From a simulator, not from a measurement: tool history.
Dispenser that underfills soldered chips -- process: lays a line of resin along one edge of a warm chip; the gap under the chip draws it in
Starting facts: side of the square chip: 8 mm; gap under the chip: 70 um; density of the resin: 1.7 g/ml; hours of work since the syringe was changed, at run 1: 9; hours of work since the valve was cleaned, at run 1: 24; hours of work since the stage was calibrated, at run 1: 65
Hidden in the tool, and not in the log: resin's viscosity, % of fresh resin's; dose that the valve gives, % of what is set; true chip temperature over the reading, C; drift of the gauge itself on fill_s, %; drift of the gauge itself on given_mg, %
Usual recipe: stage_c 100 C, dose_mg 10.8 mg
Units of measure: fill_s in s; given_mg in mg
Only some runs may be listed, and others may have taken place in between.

| run | hour | stage_c | dose_mg | hours of work since the syringe was changed | hours of work since the valve was cleaned | hours of work since the stage was calibrated | fill_s | given_mg |
|---|---|---|---|---|---|---|---|---|
| 1 | 0.0 | 100 | 10.8 | 9 | 24 | 65 | 122.1 | 10.53 |
|  | 2.5 | new syringe of resin |
| 2 | 3.9 | 100 | 10.8 | 1 | 27 | 68 | 71.1 | 10.56 |
| 3 | 9.1 | 100 | 10.8 | 5 | 31 | 71 | 92.0 | 10.68 |
| 4 | 15.8 | 100 | 12.3 | 9 | 35 | 76 | 127.6 | 12.03 |
|  | 17.4 | new syringe of resin |
| 5 | 22.5 | 100 | 12.3 | 4 | 40 | 81 | 85.6 | 11.90 |
| 6 | 27.1 | 100 | 12.3 | 7 | 43 | 84 | 103.8 | 12.02 |
| 7 | 31.3 | 100 | 10.8 | 10 | 46 | 87 | 134.9 | 10.50 |
|  | 32.6 | new syringe of resin |
| 8 | 37.2 | 100 | 10.8 | 3 | 50 | 91 | 85.4 | 10.34 |
| 9 | 41.5 | 100 | 10.8 | 6 | 53 | 94 | 105.3 | 10.42 |
|  | 47.6 | new syringe of resin |
| 10 | 47.6 | 100 | 10.8 | 0 | 57 | 98 | 67.8 | 10.52 |
| 11 | 53.5 | 101 | 10.8 | 4 | 62 | 102 | 86.3 | 10.17 |
| 12 | 58.5 | 94 | 10.8 | 8 | 65 | 106 | 148.6 | 10.24 |
|  | 60.4 | dispensing valve cleaned and set on the balance |
|  | 63.8 | new syringe of resin |
| 13 | 64.1 | 94 | 9.8 | 0 | 2 | 109 | 87.3 | 9.87 |
| 14 | 67.1 | 103 | 12.4 | 2 | 5 | 111 | 67.9 | 12.37 |
| 15 | 74.4 | 91 | 9.5 | 8 | 10 | 116 | 165.0 | 9.49 |
|  | 78.7 | new syringe of resin |
| 16 | 78.7 | 115 | 10.6 | 0 | 13 | 119 | 40.5 | 10.54 |
| 17 | 84.0 | 115 | 9.7 | 4 | 16 | 123 | 53.9 | 9.66 |
| 18 | 89.4 | 115 | 9.7 | 8 | 20 | 127 | 70.3 | 9.49 |
|  | 93.7 | new syringe of resin |
| 19 | 95.8 | 113 | 13.6 | 1 | 25 | 131 | 45.0 | 13.53 |
| 20 | 103.1 | 113 | 13.6 | 7 | 30 | 136 | 65.4 | 13.32 |
| 21 | 106.8 | 91 | 13.9 | 9 | 32 | 139 | 177.9 | 13.41 |
|  | 109.1 | new syringe of resin |
| 22 | 113.6 | 91 | 12.3 | 3 | 37 | 144 | 117.3 | 12.04 |
| 23 | 120.2 | 91 | 12.3 | 8 | 42 | 148 | 163.6 | 12.00 |
| 24 | 123.4 | 88 | 12.3 | 10 | 44 | 151 | 215.9 | 12.02 |
|  | 124.2 | new syringe of resin |
| 25 | 129.9 | 102 | 10.5 | 4 | 48 | 155 | 88.3 | 10.17 |

Results per run with the tool's hidden condition removed, run-to-run variation unchanged:
| run | fill_s | given_mg |
|---|---|---|
| 1 | 66.4 | 10.72 |
| 2 | 66.8 | 10.76 |
| 3 | 66.2 | 10.91 |
| 4 | 65.5 | 12.33 |
| 5 | 66.8 | 12.24 |
| 6 | 64.2 | 12.39 |
| 7 | 66.9 | 10.84 |
| 8 | 67.0 | 10.71 |
| 9 | 66.5 | 10.81 |
| 10 | 67.0 | 10.94 |
| 11 | 63.2 | 10.62 |
| 12 | 84.6 | 10.72 |
| 13 | 86.2 | 9.88 |
| 14 | 57.4 | 12.42 |
| 15 | 96.3 | 9.55 |
| 16 | 40.1 | 10.63 |
| 17 | 40.7 | 9.76 |
| 18 | 40.3 | 9.62 |
| 19 | 40.7 | 13.75 |
| 20 | 40.8 | 13.58 |
| 21 | 91.5 | 13.71 |
| 22 | 92.9 | 12.34 |
| 23 | 92.4 | 12.33 |
| 24 | 103.7 | 12.38 |
| 25 | 64.9 | 10.50 |

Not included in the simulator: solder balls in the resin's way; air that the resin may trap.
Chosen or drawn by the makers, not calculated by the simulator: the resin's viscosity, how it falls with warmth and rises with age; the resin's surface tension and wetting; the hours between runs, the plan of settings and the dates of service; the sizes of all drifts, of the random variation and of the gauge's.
